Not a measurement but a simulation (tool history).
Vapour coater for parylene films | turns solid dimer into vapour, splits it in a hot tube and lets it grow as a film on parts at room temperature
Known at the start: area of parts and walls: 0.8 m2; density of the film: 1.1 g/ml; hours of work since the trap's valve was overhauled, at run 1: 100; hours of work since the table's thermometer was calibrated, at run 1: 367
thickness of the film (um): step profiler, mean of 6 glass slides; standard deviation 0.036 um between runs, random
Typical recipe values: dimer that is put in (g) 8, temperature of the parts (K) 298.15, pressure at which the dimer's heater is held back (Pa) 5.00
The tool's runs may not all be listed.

run	hour	dimer that is put in (g)	temperature of the parts (K)	pressure at which the dimer's heater is held back (Pa)	hours of work since the trap's valve was overhauled	hours of work since the table's thermometer was calibrated	thickness of the film (um)
1	0.0	8	298.15	5.00	100	367	6.44
2	13.1	6	298.15	5.00	110	377	4.90
3	21.5	6	298.15	5.00	117	384	4.91
4	30.9	8	298.15	5.00	124	391	6.48
5	45.6	8	306.15	5.00	135	402	5.29
6	53.4	8	306.15	5.00	142	408	5.18
7	61.6	8	290.15	5.00	148	415	7.98
8	68.3	8	290.15	5.00	153	420	8.02
9	77.9	8	290.15	5.00	161	428	8.08
10	88.0	8	295.15	5.00	169	435	7.03
11	102.2	8	300.15	5.00	180	447	6.14
12	110.2	8	300.15	5.00	186	453	6.16
13	120.7	8	300.15	5.00	194	461	6.14
14	136.1	8	300.15	5.00	206	473	6.14
15	151.0	8	298.15	8.72	218	485	5.75
16	161.9	8	298.15	8.72	226	493	5.77
17	175.1	8	298.15	8.72	237	504	5.69
18	189.8	8	298.15	9.31	248	515	5.66
19	204.1	8	298.15	10.48	259	526	5.49
# hour 212.0: trap's valve overhauled
20	220.2	8	298.15	10.48	6	536	5.58
21	232.9	6	298.15	5.00	16	546	4.85
22	244.3	6	298.15	2.88	25	554	5.48
23	252.8	8	298.15	5.00	32	561	6.46
24	261.2	7	300.15	5.00	38	568	5.41
25	271.2	8	310.15	2.52	46	575	5.40
26	286.3	5	293.15	5.00	58	587	4.64
27	302.3	13	299.15	10.91	71	600	8.73

For run 28, what comes out?
28	315.8	8	298.15	2.25	81	610	?

{"run 28": {"thickness of the film (um)": 7.68}}
Had the tool carried no hidden state, the very same run would have given thickness of the film (um) 7.68.

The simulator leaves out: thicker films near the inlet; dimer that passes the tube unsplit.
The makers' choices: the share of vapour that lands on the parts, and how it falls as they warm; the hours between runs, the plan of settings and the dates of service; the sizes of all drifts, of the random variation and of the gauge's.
